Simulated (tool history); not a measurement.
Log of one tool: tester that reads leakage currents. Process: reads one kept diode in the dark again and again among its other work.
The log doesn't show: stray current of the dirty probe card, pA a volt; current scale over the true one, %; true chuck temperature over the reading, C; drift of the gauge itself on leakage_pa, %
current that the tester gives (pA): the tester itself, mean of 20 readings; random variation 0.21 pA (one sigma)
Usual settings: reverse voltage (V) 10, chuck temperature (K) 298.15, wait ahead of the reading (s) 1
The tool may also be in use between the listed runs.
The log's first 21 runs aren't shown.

| run | hour | reverse voltage (V) | chuck temperature (K) | wait ahead of the reading (s) | hours of work since the probe card was cleaned | hours of work since the tester was calibrated | hours of work since the chuck was calibrated | current that the tester gives (pA) |
|---|---|---|---|---|---|---|---|---|
| 22 | 785.2 | 9.5 | 298.15 | 1.44 | 2563 | 891 | 338 | 80.35 |
| 23 | 825 | 3.3 | 298.15 | 4.06 | 2580 | 907 | 354 | 42.65 |
| 24 | 852 | 3.3 | 298.15 | 4.06 | 2591 | 918 | 365 | 42.61 |
| 25 | 885.4 | 3.6 | 326.15 | 0.64 | 2604 | 932 | 378 | 415.2 |
| 26 | 906.7 | 3.6 | 326.15 | 0.64 | 2613 | 940 | 387 | 412.22 |
| 27 | 930.1 | 10 | 308.15 | 1 | 2622 | 950 | 396 | 168.3 |
| 28 | 952.4 | 14.7 | 294.15 | 0.33 | 2631 | 959 | 406 | 95.31 |
| 29 | 988.1 | 4 | 316.15 | 0.33 | 2646 | 974 | 420 | 198.92 |
| 30 | 1024.5 | 4 | 316.15 | 0.33 | 2661 | 988 | 435 | 196.96 |
| 31 | 1061.2 | 4.1 | 316.15 | 0.33 | 2676 | 1003 | 450 | 199.69 |
| 32 | 1087 | 5.2 | 298.15 | 1 | 2686 | 1014 | 460 | 55.47 |
| 33 | 1114.3 | 1.5 | 301.15 | 3.32 | 2697 | 1025 | 471 | 34.69 |
| 34 | 1149.8 | 10 | 308.15 | 2.05 | 2712 | 1039 | 486 | 162.91 |
| 35 | 1199.4 | 10 | 308.15 | 2.05 | 2732 | 1059 | 506 | 162.63 |
| 36 | 1243.1 | 10 | 321.15 | 8.02 | 2750 | 1077 | 524 | 436.81 |
| 37 | 1275.7 | 2 | 298.15 | 1 | 2763 | 1091 | 537 | 31.57 |
| 38 | 1309.7 | 5.4 | 320.15 | 1 | 2777 | 1104 | 551 | 301.39 |

The next listed run, before its measurement:
| 39 | 1357.4 | 5.4 | 320.15 | 1 | 2796 | 1124 | 570 | ? |

{"run 39": {"current that the tester gives (pA)": 297.77}}
Without the tool's hidden state the same run would have given current that the tester gives (pA) 332.28.

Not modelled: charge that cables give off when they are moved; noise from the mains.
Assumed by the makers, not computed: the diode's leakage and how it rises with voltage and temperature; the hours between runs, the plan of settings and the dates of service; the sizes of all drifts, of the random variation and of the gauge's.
